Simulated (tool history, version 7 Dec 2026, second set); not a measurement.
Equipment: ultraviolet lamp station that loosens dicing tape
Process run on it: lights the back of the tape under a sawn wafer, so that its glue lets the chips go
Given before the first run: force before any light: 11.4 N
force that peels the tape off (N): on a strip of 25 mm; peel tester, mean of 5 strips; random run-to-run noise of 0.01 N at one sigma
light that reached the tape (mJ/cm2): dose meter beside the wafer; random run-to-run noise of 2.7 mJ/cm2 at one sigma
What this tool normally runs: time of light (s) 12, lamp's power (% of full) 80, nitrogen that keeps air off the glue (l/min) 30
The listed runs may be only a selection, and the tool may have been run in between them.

run,hour,time of light (s),lamp's power (% of full),nitrogen that keeps air off the glue (l/min),force that peels the tape off (N),light that reached the tape (mJ/cm2)
1,0.0,12,80,30,0.655,311
2,8.8,12,80,30,0.672,311
3,17.9,12,80,30,0.694,308
4,26.2,12,80,30,0.667,306
5,34.2,12,80,30,0.680,306
6,43.3,12,80,30,0.705,306
7,52.1,12,80,30,0.687,308
8,61.4,7,80,30,2.026,180
9,68.9,12,80,30,0.716,302
10,74.1,12,80,30,0.713,307
11,80.5,12,80,30,0.704,304
12,88.2,9,80,30,1.267,228
13,95.5,9,80,30,1.306,228
14,100.1,13,80,30,0.607,333
15,104.0,13,80,30,0.571,330
16,108.9,12,80,10,1.597,310
17,115.9,12,64,30,1.150,242
18,120.8,12,95,21,0.645,361
19,129.3,12,95,21,0.644,360
# hour 131.9: window cleaned of glue's vapour
20,137.7,12,95,34,0.320,431
21,144.6,12,95,34,0.312,425
22,149.8,12,95,34,0.311,425
23,153.6,18,80,30,0.233,539
24,161.7,17,61,33,0.375,390
25,166.1,7,67,13,3.244,176
26,170.4,20,66,16,0.386,487
27,178.5,12,80,52,0.339,353

Predict each of these 4 candidate next runs independently; none follows another, all start after run 27:
A,184.5,12,98,30,?,?
B,184.5,10,80,30,?,?
C,184.5,7,62,30,?,?
D,184.5,12,100,18,?,?

run,force that peels the tape off (N),light that reached the tape (mJ/cm2)
A,0.315,440
B,0.753,298
C,2.379,157
D,0.441,444
Had the tool no hidden state, the same runs would have come out as:
run,force that peels the tape off (N),light that reached the tape (mJ/cm2)
A,0.287,462
B,0.672,314
C,2.204,165
D,0.395,467
